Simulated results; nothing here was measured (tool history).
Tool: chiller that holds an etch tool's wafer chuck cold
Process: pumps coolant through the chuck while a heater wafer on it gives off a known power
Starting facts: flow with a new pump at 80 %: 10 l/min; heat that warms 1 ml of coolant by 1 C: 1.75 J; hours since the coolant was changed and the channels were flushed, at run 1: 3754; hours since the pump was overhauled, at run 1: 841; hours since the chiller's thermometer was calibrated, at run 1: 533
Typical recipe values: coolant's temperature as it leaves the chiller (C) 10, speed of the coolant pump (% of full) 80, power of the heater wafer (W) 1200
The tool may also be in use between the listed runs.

run    hour  coolant's temperature as it leaves the chiller (C)  speed of the coolant pump (% of full)  power of the heater wafer (W)  hours since the coolant was changed and the channels were flushed  hours since the pump was overhauled  hours since the chiller's thermometer was calibrated  chuck's temperature once it has settled (C)  how much warmer the coolant comes back (C)
  1     0.0                                                  10                                     80                           1200                                                               3754                                  841                                                   533                                         24.1                                        4.13
  2    46.7                                                  10                                     80                           1200                                                               3801                                  888                                                   580                                         24.2                                        4.08
  3    78.8                                                  10                                     73                           1200                                                               3833                                  920                                                   612                                         25.1                                        4.45
  4   106.9                                                  20                                     80                           1200                                                               3861                                  948                                                   640                                         34.1                                        4.09
  5   146.4                                                  20                                     80                           1200                                                               3901                                  988                                                   679                                         34.2                                        4.18
  6   168.4                                                  11                                     80                           1200                                                               3923                                 1010                                                   701                                         25.3                                        4.15
  7   190.1                                                  11                                     80                           1200                                                               3944                                 1032                                                   723                                         25.2                                        4.11
  8   211.2                                                  11                                     80                           1200                                                               3965                                 1053                                                   744                                         25.2                                        4.11
  9   247.6                                                  10                                     80                           1200                                                               4002                                 1089                                                   781                                         24.4                                        4.15
 10   273.9                                                  10                                     80                           1200                                                               4028                                 1115                                                   807                                         24.1                                        4.11
 11   314.8                                                  11                                     80                           1200                                                               4069                                 1156                                                   848                                         25.1                                        4.09
 12   353.6                                                  10                                     80                           1308                                                               4108                                 1195                                                   887                                         25.5                                        4.51
 13   384.6                                                  10                                     80                           1308                                                               4139                                 1226                                                   918                                         25.5                                        4.50
 14   409.9                                                  10                                     80                           1762                                                               4164                                 1251                                                   943                                         30.7                                        6.09
 15   435.7                                                  10                                     80                           1762                                                               4190                                 1277                                                   969                                         30.8                                        6.08
 16   472.7                                                  10                                     80                           1762                                                               4227                                 1314                                                  1006                                         30.9                                        6.06
 17   498.7                                                   5                                     80                            942                                                               4253                                 1340                                                  1032                                         16.1                                        3.21
 18   522.6                                                   5                                     97                            722                                                               4277                                 1364                                                  1056                                         12.5                                        2.01
 19   566.4                                                   3                                     95                           1538                                                               4321                                 1408                                                  1099                                         19.4                                        4.52
 20   593.6                                                  15                                     76                           1121                                                               4348                                 1435                                                  1127                                         28.6                                        4.02
 21   637.7                                                  12                                     77                           1212                                                               4392                                 1479                                                  1171                                         26.6                                        4.30
 22   671.6                                                  12                                     77                           1212                                                               4426                                 1513                                                  1205                                         26.6                                        4.37
 23   697.8                                                  12                                     77                           1212                                                               4452                                 1539                                                  1231                                         26.7                                        4.35
 24   737.6                                                  16                                     96                            884                                                               4492                                 1579                                                  1271                                         25.4                                        2.65
 25   781.3                                                  18                                     77                            911                                                               4536                                 1623                                                  1314                                         29.0                                        3.22
 26   819.0                                                  17                                     66                            827                                                               4573                                 1660                                                  1352                                         28.1                                        3.44
 27   850.0                                                  17                                     96                            827                                                               4604                                 1691                                                  1383                                         25.7                                        2.40
 28   892.3                                                  17                                     97                           1739                                                               4647                                 1734                                                  1425                                         35.4                                        4.99
 29   936.6                                                  17                                     97                           1739                                                               4691                                 1778                                                  1470                                         35.3                                        4.97
 30   958.4                                                  12                                     68                           1132                                                               4713                                 1800                                                  1491                                         26.7                                        4.55
 31   993.7                                                  12                                     68                           1132                                                               4748                                 1835                                                  1527                                         26.8                                        4.59
 32  1026.9                                                   5                                     80                            810                                                               4781                                 1868                                                  1560                                         14.6                                        2.78

What if the next run were any one of these 3? Each begins from the tool's condition after run 32:
  A  1049.5                                                  10                                     93                            882                                                               4804                                 1891                                                  1582                                            ?                                           ?
  B  1049.5                                                  10                                     89                            746                                                               4804                                 1891                                                  1582                                            ?                                           ?
  C  1049.5                                                  13                                     80                           1365                                                               4804                                 1891                                                  1582                                            ?                                           ?

run  chuck's temperature once it has settled (C)  how much warmer the coolant comes back (C)
  A                                         19.5                                        2.62
  B                                         18.1                                        2.26
  C                                         29.3                                        4.73
With no hidden state in the tool, these same runs would have given:
run  chuck's temperature once it has settled (C)  how much warmer the coolant comes back (C)
  A                                         19.4                                        2.62
  B                                         18.1                                        2.26
  C                                         29.3                                        4.72
